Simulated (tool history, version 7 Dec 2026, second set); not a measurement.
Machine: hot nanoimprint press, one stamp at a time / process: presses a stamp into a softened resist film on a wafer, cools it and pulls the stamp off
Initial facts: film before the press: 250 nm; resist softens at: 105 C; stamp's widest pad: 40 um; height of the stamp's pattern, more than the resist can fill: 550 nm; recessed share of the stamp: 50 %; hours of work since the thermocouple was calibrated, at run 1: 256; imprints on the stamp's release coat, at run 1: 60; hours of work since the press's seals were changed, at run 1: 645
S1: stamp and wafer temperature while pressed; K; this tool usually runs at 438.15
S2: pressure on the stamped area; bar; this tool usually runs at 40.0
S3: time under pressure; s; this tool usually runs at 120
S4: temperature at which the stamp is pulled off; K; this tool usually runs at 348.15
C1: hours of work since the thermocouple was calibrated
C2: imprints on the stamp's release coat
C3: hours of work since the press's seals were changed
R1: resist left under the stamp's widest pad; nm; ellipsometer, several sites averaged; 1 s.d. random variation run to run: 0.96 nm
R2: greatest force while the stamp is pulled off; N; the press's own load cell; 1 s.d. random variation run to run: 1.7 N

run   hour      S1    S2   S3      S4   C1   C2   C3     R1   R2
  1    0.0  438.15  40.0  120  348.15  256   60  645  132.8  133
  2   19.2  438.15  40.0  120  348.15  269  133  658  133.6  134
      32.3  -- plate thermocouple calibrated
  3   45.9  438.15  40.0  120  348.15    9  222  673  131.3  134
  4   70.6  438.15  40.0  120  348.15   25  315  689  131.5  131
      76.7  -- plate thermocouple calibrated, once more
  5   87.0  438.15  40.0  120  348.15    7  365  698  140.6  137
  6  105.4  438.15  40.0  120  348.15   19  434  710  141.4  144
  7  121.1  438.15  40.0  120  348.15   29  493  720  139.8  140
  8  135.1  429.15  40.0  120  348.15   38  546  729  194.1  136
  9  147.8  429.15  40.0  120  348.15   46  593  737  188.5  140
 10  162.8  438.15  40.0  120  348.15   56  650  747  139.0  143
 11  178.0  438.15  40.0  120  348.15   66  707  757  137.2  145
 12  200.0  428.15  40.0  120  348.15   80  789  771  196.3  144
     210.0  -- stamp cleaned and given a new release coat
 13  220.8  428.15  41.8  120  348.15   89   40  781  194.1  133
 14  235.7  438.15  40.0  120  352.15   99   96  790  137.6  122
 15  254.1  438.15  40.0  120  348.15  111  165  802  137.6  137
 16  276.6  449.15  43.6   81  338.15  126  250  817   95.5  170
 17  288.5  448.15  43.6  131  343.15  133  294  824   83.3  153
 18  306.0  448.15  43.6  131  343.15  145  360  836   84.5  157
 19  331.9  450.15  25.1  120  348.15  161  457  853  106.0  136
 20  349.3  444.15  25.1   76  348.15  173  523  864  152.3  137
 21  370.3  428.15  37.1  112  337.15  186  602  877  197.6  172
 22  383.1  428.15  37.1  112  337.15  195  650  886  202.0  180
 23  404.4  438.15  47.7  120  348.15  208  730  900  124.9  141
     430.0  -- stamp cleaned and given a new release coat
 24  432.4  438.15  40.0  189  348.15  223   10  914  119.0  133
 25  456.7  438.15  40.0  189  348.15  238  101  930  116.5  133
 26  476.3  439.15  26.0  189  348.15  251  174  942  135.5  136
 27  490.1  445.15  42.8  120  348.15  260  226  951   97.5  134
 28  509.2  437.15  40.0  156  337.15  272  298  964  131.3  172
     515.4  -- plate thermocouple calibrated
 29  535.0  437.15  48.9  156  353.15   13  384  978  121.4  119

What if the next run were any one of these 3? Each begins from the tool's condition after run 29:
  A  550.8  438.15  40.0  237  348.15  23  443  989   ?   ?
  B  550.8  436.15  43.5  120  348.15  23  443  989   ?   ?
  C  550.8  430.15  48.9  118  353.15  23  443  989   ?   ?

run     R1   R2
  A  109.1  138
  B  143.7  141
  C  175.9  122
Stripped of hidden state, with their random variation kept, the same runs would have yielded:
run     R1   R2
  A  106.9  134
  B  140.9  137
  C  172.8  118

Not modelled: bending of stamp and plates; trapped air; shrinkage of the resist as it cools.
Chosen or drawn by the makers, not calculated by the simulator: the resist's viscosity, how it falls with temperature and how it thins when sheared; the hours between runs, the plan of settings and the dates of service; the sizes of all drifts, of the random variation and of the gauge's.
